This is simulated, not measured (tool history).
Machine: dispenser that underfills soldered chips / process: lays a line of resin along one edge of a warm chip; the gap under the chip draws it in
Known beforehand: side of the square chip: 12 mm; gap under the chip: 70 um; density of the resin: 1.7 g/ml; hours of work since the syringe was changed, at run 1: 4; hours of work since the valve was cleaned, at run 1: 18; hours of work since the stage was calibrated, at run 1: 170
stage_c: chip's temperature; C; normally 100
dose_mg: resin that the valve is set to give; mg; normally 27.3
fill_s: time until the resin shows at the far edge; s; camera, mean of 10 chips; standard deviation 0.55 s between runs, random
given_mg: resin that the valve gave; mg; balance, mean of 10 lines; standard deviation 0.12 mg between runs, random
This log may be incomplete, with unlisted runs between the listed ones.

run	day	stage_c	dose_mg	hours of work since the syringe was changed	hours of work since the valve was cleaned	hours of work since the stage was calibrated	fill_s	given_mg
1	0.000	100	27.3	4	18	170	54.7	26.68
2	0.325	100	27.3	10	25	176	71.4	26.96
# day 0.458: new syringe of resin
3	0.758	100	30.7	6	32	184	59.4	29.91
# day 1.108: new syringe of resin
4	1.171	100	27.3	1	40	191	51.7	26.34
5	1.475	100	27.3	7	46	197	64.5	25.95
# day 1.754: new syringe of resin
6	1.796	100	27.3	1	52	203	50.1	26.06
7	2.062	100	27.3	6	57	208	61.6	26.15
# day 2.396: new syringe of resin
8	2.571	91	27.3	3	66	217	76.0	25.91
9	3.012	91	27.3	12	74	225	105.4	25.68
# day 3.067: new syringe of resin
10	3.292	91	32.1	4	79	230	77.1	29.92
# day 3.617: dispensing valve cleaned and set on the balance
# day 3.779: new syringe of resin
11	3.783	110	27.3	0	3	239	34.2	27.23
12	4.038	110	27.3	5	8	243	41.2	27.48
# day 4.425: new syringe of resin
13	4.462	90	27.3	1	15	251	69.8	26.93
14	4.804	90	27.3	7	22	258	91.9	27.01
# day 5.088: new syringe of resin
15	5.154	90	33.6	1	28	264	74.3	33.03
16	5.358	90	24.4	5	32	268	87.2	23.81
17	5.575	90	24.4	9	36	272	101.8	23.83
# day 5.725: new syringe of resin
18	5.925	90	24.4	4	42	278	81.9	23.65
19	6.325	90	24.4	11	50	286	113.3	23.48
# day 6.371: new syringe of resin
20	6.729	90	24.4	7	57	293	94.4	23.21
# day 7.029: new syringe of resin
21	7.162	86	27.1	2	65	301	90.1	25.67
22	7.558	86	27.1	10	73	309	118.0	25.73
# day 7.679: new syringe of resin
23	7.858	93	27.3	3	78	314	73.8	25.70
24	8.075	95	25.1	7	82	318	80.8	23.46
# day 8.233: dispensing valve cleaned and set on the balance
# day 8.383: new syringe of resin
25	8.400	88	31.9	0	3	323	75.4	31.68
26	8.675	88	27.6	5	8	328	93.1	27.29
# day 9.042: new syringe of resin
27	9.050	100	26.3	0	15	335	48.6	25.73
28	9.300	99	28.4	5	20	340	61.5	28.17

Same runs, no hidden state in the tool, same run-to-run variation:
The tool's hidden condition here consists of: resin's viscosity, % of fresh resin's; dose that the valve gives, % of what is set; true chip temperature over the reading, C; drift of the gauge itself on fill_s, %; drift of the gauge itself on given_mg, %.
run	fill_s	given_mg
1	45.8	27.13
2	46.9	27.56
3	45.3	30.79
4	46.5	27.30
5	46.4	27.02
6	46.1	27.26
7	46.6	27.48
8	63.6	27.44
9	63.7	27.39
10	62.2	32.06
11	32.7	27.23
12	32.7	27.57
13	64.5	27.21
14	66.1	27.41
15	66.7	33.70
16	67.0	24.39
17	66.9	24.49
18	66.0	24.44
19	68.2	24.45
20	67.5	24.33
21	76.4	27.10
22	74.6	27.34
23	59.3	27.44
24	55.2	25.13
25	70.0	31.82
26	70.6	27.53
27	45.0	26.13
28	47.4	28.72
